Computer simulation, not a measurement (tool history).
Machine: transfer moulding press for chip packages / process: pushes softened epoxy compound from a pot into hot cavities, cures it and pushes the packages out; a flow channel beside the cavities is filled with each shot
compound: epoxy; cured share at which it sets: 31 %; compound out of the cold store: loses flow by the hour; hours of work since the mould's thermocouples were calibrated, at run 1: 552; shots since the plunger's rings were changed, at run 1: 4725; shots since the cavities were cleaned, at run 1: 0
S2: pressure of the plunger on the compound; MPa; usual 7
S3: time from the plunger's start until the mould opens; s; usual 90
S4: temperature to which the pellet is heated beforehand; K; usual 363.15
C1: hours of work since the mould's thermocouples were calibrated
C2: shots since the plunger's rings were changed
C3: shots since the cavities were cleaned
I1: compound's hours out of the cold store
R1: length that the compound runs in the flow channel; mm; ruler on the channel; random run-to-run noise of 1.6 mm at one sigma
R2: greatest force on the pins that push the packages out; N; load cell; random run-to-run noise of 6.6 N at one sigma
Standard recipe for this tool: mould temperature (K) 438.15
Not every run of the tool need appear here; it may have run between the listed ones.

{"run": 1, "hour": 0.0, "mould temperature (K)": 438.15, "S2": 7, "S3": 90, "S4": 363.15, "C1": 552, "C2": 4725, "C3": 0, "I1": 15, "R1": 674, "R2": 300}
{"run": 2, "hour": 22.6, "mould temperature (K)": 438.15, "S2": 7.67, "S3": 90, "S4": 363.15, "C1": 566, "C2": 5007, "C3": 282, "I1": 44, "R1": 611, "R2": 371}
{"run": 3, "hour": 49.2, "mould temperature (K)": 438.15, "S2": 5.81, "S3": 90, "S4": 363.15, "C1": 582, "C2": 5339, "C3": 614, "I1": 44.3, "R1": 529, "R2": 411}
{"hour": 64.8, "done": "plunger's sealing rings changed"}
{"run": 4, "hour": 71.7, "mould temperature (K)": 435.15, "S2": 5.81, "S3": 90, "S4": 363.15, "C1": 595, "C2": 86, "C3": 864, "I1": 29.5, "R1": 603, "R2": 549}
{"hour": 80.6, "done": "cavities cleaned with cleaning compound and waxed"}
{"run": 5, "hour": 94.3, "mould temperature (K)": 438.15, "S2": 7, "S3": 90, "S4": 363.15, "C1": 608, "C2": 350, "C3": 171, "I1": 39.9, "R1": 617, "R2": 338}
{"run": 6, "hour": 119.6, "mould temperature (K)": 438.15, "S2": 7, "S3": 90, "S4": 363.15, "C1": 623, "C2": 666, "C3": 487, "I1": 19.8, "R1": 678, "R2": 418}
{"run": 7, "hour": 149.8, "mould temperature (K)": 438.15, "S2": 7, "S3": 90, "S4": 363.15, "C1": 642, "C2": 1043, "C3": 864, "I1": 22.2, "R1": 669, "R2": 476}
{"hour": 159.0, "done": "cavities cleaned with cleaning compound and waxed"}
{"run": 8, "hour": 176.3, "mould temperature (K)": 438.15, "S2": 7, "S3": 90, "S4": 363.15, "C1": 657, "C2": 1355, "C3": 216, "I1": 47.2, "R1": 591, "R2": 340}
{"run": 9, "hour": 205.5, "mould temperature (K)": 438.15, "S2": 7, "S3": 90, "S4": 363.15, "C1": 675, "C2": 1720, "C3": 581, "I1": 28.4, "R1": 644, "R2": 421}
{"hour": 209.2, "done": "mould's thermocouples calibrated"}
{"run": 10, "hour": 226.6, "mould temperature (K)": 438.15, "S2": 8.34, "S3": 90, "S4": 363.15, "C1": 11, "C2": 1958, "C3": 819, "I1": 42.8, "R1": 655, "R2": 423}
{"hour": 239.2, "done": "cavities cleaned with cleaning compound and waxed"}
{"run": 11, "hour": 242.2, "mould temperature (K)": 438.15, "S2": 8.34, "S3": 90, "S4": 363.15, "C1": 19, "C2": 2134, "C3": 38, "I1": 34.3, "R1": 681, "R2": 293}
{"run": 12, "hour": 261.5, "mould temperature (K)": 438.15, "S2": 8.34, "S3": 90, "S4": 363.15, "C1": 31, "C2": 2375, "C3": 279, "I1": 45, "R1": 648, "R2": 367}
{"run": 13, "hour": 281.9, "mould temperature (K)": 438.15, "S2": 8.34, "S3": 90, "S4": 363.15, "C1": 44, "C2": 2630, "C3": 534, "I1": 38.7, "R1": 665, "R2": 422}
{"run": 14, "hour": 304.5, "mould temperature (K)": 438.15, "S2": 8.34, "S3": 90, "S4": 363.15, "C1": 58, "C2": 2913, "C3": 817, "I1": 18.3, "R1": 734, "R2": 478}
{"hour": 318.2, "done": "cavities cleaned with cleaning compound and waxed"}
{"hour": 336.3, "done": "mould's thermocouples calibrated, once more"}
{"run": 15, "hour": 336.6, "mould temperature (K)": 439.15, "S2": 5.38, "S3": 97, "S4": 365.15, "C1": 0, "C2": 3270, "C3": 205, "I1": 24.1, "R1": 564, "R2": 300}
{"run": 16, "hour": 364.5, "mould temperature (K)": 439.15, "S2": 5.38, "S3": 97, "S4": 365.15, "C1": 17, "C2": 3617, "C3": 552, "I1": 12.4, "R1": 595, "R2": 376}
{"hour": 397.8, "done": "cavities cleaned with cleaning compound and waxed"}
{"run": 17, "hour": 397.8, "mould temperature (K)": 438.15, "S2": 5.35, "S3": 74, "S4": 363.15, "C1": 37, "C2": 4015, "C3": 0, "I1": 26.7, "R1": 556, "R2": 411}
{"run": 18, "hour": 419.9, "mould temperature (K)": 435.15, "S2": 7.61, "S3": 81, "S4": 364.15, "C1": 51, "C2": 4291, "C3": 276, "I1": 19.6, "R1": 693, "R2": 575}
{"run": 19, "hour": 449.0, "mould temperature (K)": 435.15, "S2": 7.61, "S3": 81, "S4": 364.15, "C1": 69, "C2": 4655, "C3": 640, "I1": 12.7, "R1": 713, "R2": 691}
{"run": 20, "hour": 471.3, "mould temperature (K)": 435.15, "S2": 7.61, "S3": 81, "S4": 364.15, "C1": 82, "C2": 4933, "C3": 918, "I1": 40.7, "R1": 621, "R2": 620}
{"hour": 475.3, "done": "cavities cleaned with cleaning compound and waxed"}
{"run": 21, "hour": 500.2, "mould temperature (K)": 435.15, "S2": 7.21, "S3": 115, "S4": 359.15, "C1": 99, "C2": 5275, "C3": 311, "I1": 47.8, "R1": 584, "R2": 300}
{"hour": 521.7, "done": "plunger's sealing rings changed"}
{"run": 22, "hour": 521.7, "mould temperature (K)": 438.15, "S2": 7, "S3": 113, "S4": 355.15, "C1": 111, "C2": 0, "C3": 549, "I1": 36.2, "R1": 632, "R2": 318}
{"hour": 555.8, "done": "cavities cleaned with cleaning compound and waxed"}
{"run": 23, "hour": 555.8, "mould temperature (K)": 438.15, "S2": 7, "S3": 113, "S4": 355.15, "C1": 131, "C2": 407, "C3": 1, "I1": 21.9, "R1": 674, "R2": 217}
{"run": 24, "hour": 575.4, "mould temperature (K)": 444.15, "S2": 5.71, "S3": 87, "S4": 355.15, "C1": 143, "C2": 651, "C3": 245, "I1": 33.6, "R1": 561, "R2": 298}
{"run": 25, "hour": 596.7, "mould temperature (K)": 438.15, "S2": 7, "S3": 77, "S4": 364.15, "C1": 156, "C2": 917, "C3": 511, "I1": 43.2, "R1": 604, "R2": 522}
{"run": 26, "hour": 630.2, "mould temperature (K)": 438.15, "S2": 5.3, "S3": 77, "S4": 360.15, "C1": 177, "C2": 1335, "C3": 929, "I1": 31.1, "R1": 553, "R2": 594}
{"hour": 634.0, "done": "cavities cleaned with cleaning compound and waxed"}
{"run": 27, "hour": 649.3, "mould temperature (K)": 438.15, "S2": 8.64, "S3": 90, "S4": 363.15, "C1": 188, "C2": 1555, "C3": 191, "I1": 47.6, "R1": 654, "R2": 331}
{"run": 28, "hour": 682.8, "mould temperature (K)": 444.15, "S2": 8.19, "S3": 118, "S4": 358.15, "C1": 208, "C2": 1974, "C3": 610, "I1": 28.3, "R1": 679, "R2": 308}

How the hidden state differs across the entries between the runs, from the last listed run before each to the first after it:
Logged between run 3 and run 4: plunger's sealing rings changed (hour 64.8)
  true mould temperature over the reading, C: -0.83 -> -0.85; pressure that reaches the compound, % of what is set: 91.21 -> 98.98; grip of the stained cavities, % over clean ones': 54.1 -> 62.9
  the result without the hidden state subtracted from the measured one, R1: -23 -> +0 mm; R2: +155 -> +232 N
Logged between run 4 and run 5: cavities cleaned with cleaning compound and waxed (hour 80.6)
  true mould temperature over the reading, C: -0.85 -> -0.86; pressure that reaches the compound, % of what is set: 98.98 -> 98.53; grip of the stained cavities, % over clean ones': 62.9 -> 23.1
  the result without the hidden state subtracted from the measured one, R1: +0 -> -2 mm; R2: +232 -> +75 N
Logged between run 7 and run 8: cavities cleaned with cleaning compound and waxed (hour 159)
  true mould temperature over the reading, C: -0.89 -> -0.91; pressure that reaches the compound, % of what is set: 97.32 -> 96.84; grip of the stained cavities, % over clean ones': 61.9 -> 27.7
  the result without the hidden state subtracted from the measured one, R1: -7 -> -7 mm; R2: +195 -> +86 N
Logged between run 9 and run 10: mould's thermocouples calibrated (hour 209.2)
  true mould temperature over the reading, C: -0.93 -> -1.18; pressure that reaches the compound, % of what is set: 96.2 -> 95.78; grip of the stained cavities, % over clean ones': 51.2 -> 60
  the result without the hidden state subtracted from the measured one, R1: -10 -> -11 mm; R2: +160 -> +175 N
Logged between run 10 and run 11: cavities cleaned with cleaning compound and waxed (hour 239.2)
  true mould temperature over the reading, C: -1.18 -> -1.19; pressure that reaches the compound, % of what is set: 95.78 -> 95.48; grip of the stained cavities, % over clean ones': 60 -> 6
  the result without the hidden state subtracted from the measured one, R1: -11 -> -12 mm; R2: +175 -> +35 N
Logged between run 14 and run 15: cavities cleaned with cleaning compound and waxed (hour 318.2); mould's thermocouples calibrated, once more (hour 336.3)
  true mould temperature over the reading, C: -1.23 -> -0.1; pressure that reaches the compound, % of what is set: 94.14 -> 93.54; grip of the stained cavities, % over clean ones': 61.1 -> 26.8
  the result without the hidden state subtracted from the measured one, R1: -18 -> -19 mm; R2: +201 -> +63 N
Logged between run 16 and run 17: cavities cleaned with cleaning compound and waxed (hour 397.8)
  true mould temperature over the reading, C: -0.12 -> -0.14; pressure that reaches the compound, % of what is set: 92.99 -> 92.33; grip of the stained cavities, % over clean ones': 51.6 -> 0.5
  the result without the hidden state subtracted from the measured one, R1: -21 -> -22 mm; R2: +127 -> +6 N
Logged between run 20 and run 21: cavities cleaned with cleaning compound and waxed (hour 475.3)
  true mould temperature over the reading, C: -0.19 -> -0.2; pressure that reaches the compound, % of what is set: 90.72 -> 90.17; grip of the stained cavities, % over clean ones': 63.7 -> 34
  the result without the hidden state subtracted from the measured one, R1: -30 -> -30 mm; R2: +250 -> +79 N
Logged between run 21 and run 22: plunger's sealing rings changed (hour 521.7)
  true mould temperature over the reading, C: -0.2 -> -0.21; pressure that reaches the compound, % of what is set: 90.17 -> 99.68; grip of the stained cavities, % over clean ones': 34 -> 49.2
  the result without the hidden state subtracted from the measured one, R1: -30 -> -1 mm; R2: +79 -> +106 N
Logged between run 22 and run 23: cavities cleaned with cleaning compound and waxed (hour 555.8)
  true mould temperature over the reading, C: -0.21 -> -0.23; pressure that reaches the compound, % of what is set: 99.68 -> 99.01; grip of the stained cavities, % over clean ones': 49.2 -> 2
  the result without the hidden state subtracted from the measured one, R1: -1 -> -2 mm; R2: +106 -> +6 N
Logged between run 26 and run 27: cavities cleaned with cleaning compound and waxed (hour 634)
  true mould temperature over the reading, C: -0.28 -> -0.29; pressure that reaches the compound, % of what is set: 97.38 -> 96.99; grip of the stained cavities, % over clean ones': 63.6 -> 22.9
  the result without the hidden state subtracted from the measured one, R1: -6 -> -9 mm; R2: +237 -> +65 N
